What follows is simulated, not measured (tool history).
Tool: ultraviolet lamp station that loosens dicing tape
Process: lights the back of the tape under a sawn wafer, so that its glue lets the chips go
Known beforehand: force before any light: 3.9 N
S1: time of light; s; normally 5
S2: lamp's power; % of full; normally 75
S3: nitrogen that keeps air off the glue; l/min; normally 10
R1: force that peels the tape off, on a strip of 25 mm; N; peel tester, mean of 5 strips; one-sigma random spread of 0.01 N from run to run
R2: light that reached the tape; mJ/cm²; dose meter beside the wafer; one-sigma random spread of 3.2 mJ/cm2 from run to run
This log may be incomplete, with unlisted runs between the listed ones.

Run 1, hour 0: usual settings. Result: R1 0.703 N, R2 369 mJ/cm².
Run 2, hour 17.2: usual settings. Result: R1 0.711 N, R2 367 mJ/cm².
Run 3, hour 32.2: usual settings. Result: R1 0.731 N, R2 369 mJ/cm².
Run 4, hour 46.2: usual settings. Result: R1 0.684 N, R2 363 mJ/cm².
Run 5, hour 56.3: usual settings. Result: R1 0.738 N, R2 360 mJ/cm².
Run 6, hour 67.7: usual settings but S3 15 l/min. Result: R1 0.672 N, R2 361 mJ/cm².
Run 7, hour 83.5: usual settings but S3 15 l/min. Result: R1 0.676 N, R2 355 mJ/cm².
Run 8, hour 91.5: usual settings but S3 15 l/min. Result: R1 0.694 N, R2 352 mJ/cm².
Run 9, hour 101.9: usual settings but S1 9 s. Result: R1 0.276 N, R2 634 mJ/cm².
Run 10, hour 115.5: usual settings but S1 9 s. Result: R1 0.294 N, R2 630 mJ/cm².
Run 11, hour 128.5: usual settings. Result: R1 0.765 N, R2 346 mJ/cm².
Run 12, hour 144.8: usual settings. Result: R1 0.794 N, R2 342 mJ/cm².
Run 13, hour 155.1: usual settings. Result: R1 0.796 N, R2 339 mJ/cm².
Run 14, hour 165.6: usual settings. Result: R1 0.809 N, R2 342 mJ/cm².
Run 15, hour 178: usual settings. Result: R1 0.822 N, R2 339 mJ/cm².
Run 16, hour 185.7: usual settings but S1 8 s. Result: R1 0.392 N, R2 538 mJ/cm².
At hour 187.2: window cleaned of glue's vapour.
Run 17, hour 200.6: usual settings. Result: R1 0.868 N, R2 323 mJ/cm².
Run 18, hour 207.9: usual settings but S1 3 s, S2 79 % of full, S3 13 l/min. Result: R1 1.441 N, R2 201 mJ/cm².
Run 19, hour 221: usual settings but S1 4 s, S2 64 % of full, S3 15 l/min. Result: R1 1.269 N, R2 218 mJ/cm².
Run 20, hour 231: usual settings but S1 2 s, S2 67 % of full, S3 11 l/min. Result: R1 2.316 N, R2 111 mJ/cm².
Run 21, hour 245.7: usual settings but S1 2 s, S2 67 % of full, S3 11 l/min. Result: R1 2.208 N, R2 109 mJ/cm².
Run 22, hour 254.2: usual settings but S1 4 s, S2 62 % of full. Result: R1 1.463 N, R2 205 mJ/cm².
At hour 267.8: window cleaned of glue's vapour, once more.
Run 23, hour 268.4: usual settings but S1 10 s, S2 61 % of full, S3 12 l/min. Result: R1 0.274 N, R2 618 mJ/cm².
Run 24, hour 284.8: usual settings but S1 10 s, S2 87 % of full, S3 4 l/min. Result: R1 0.229 N, R2 866 mJ/cm².
Run 25, hour 296.2: usual settings but S1 10 s, S2 87 % of full, S3 4 l/min. Result: R1 0.241 N, R2 876 mJ/cm².
Run 26, hour 310.5: usual settings but S3 9 l/min. Result: R1 0.715 N, R2 374 mJ/cm².
Run 27, hour 326.8: usual settings but S3 9 l/min. Result: R1 0.742 N, R2 367 mJ/cm².
Run 28, hour 339.7: usual settings but S1 3 s, S3 11 l/min. Result: R1 1.317 N, R2 216 mJ/cm².
Run 29, hour 354.4: usual settings but S1 3 s, S2 72 % of full, S3 3 l/min. Result: R1 1.757 N, R2 209 mJ/cm².
Run 30, hour 367.1: usual settings but S1 10 s, S2 87 % of full, S3 3 l/min. Result: R1 0.289 N, R2 836 mJ/cm².
Run 31, hour 374.9: usual settings but S1 9 s, S2 63 % of full, S3 14 l/min. Result: R1 0.329 N, R2 540 mJ/cm².
Run 32, hour 383.5: usual settings but S3 4 l/min. Result: R1 0.982 N, R2 355 mJ/cm².
Run 33, hour 392.5: usual settings but S1 6 s, S2 99 % of full, S3 13 l/min. Result: R1 0.326 N, R2 562 mJ/cm².

The next listed run, before its measurement:
Run 34, hour 408.3: usual settings but S1 4 s, S2 63 % of full, S3 18 l/min. Result: R1 ?, R2 ?.

{"run 34": {"R1": 1.103, "R2": 238}}
With the hidden condition absent and the run-to-run variation left alone, this run would have shown R1 0.685 N, R2 338 mJ/cm².
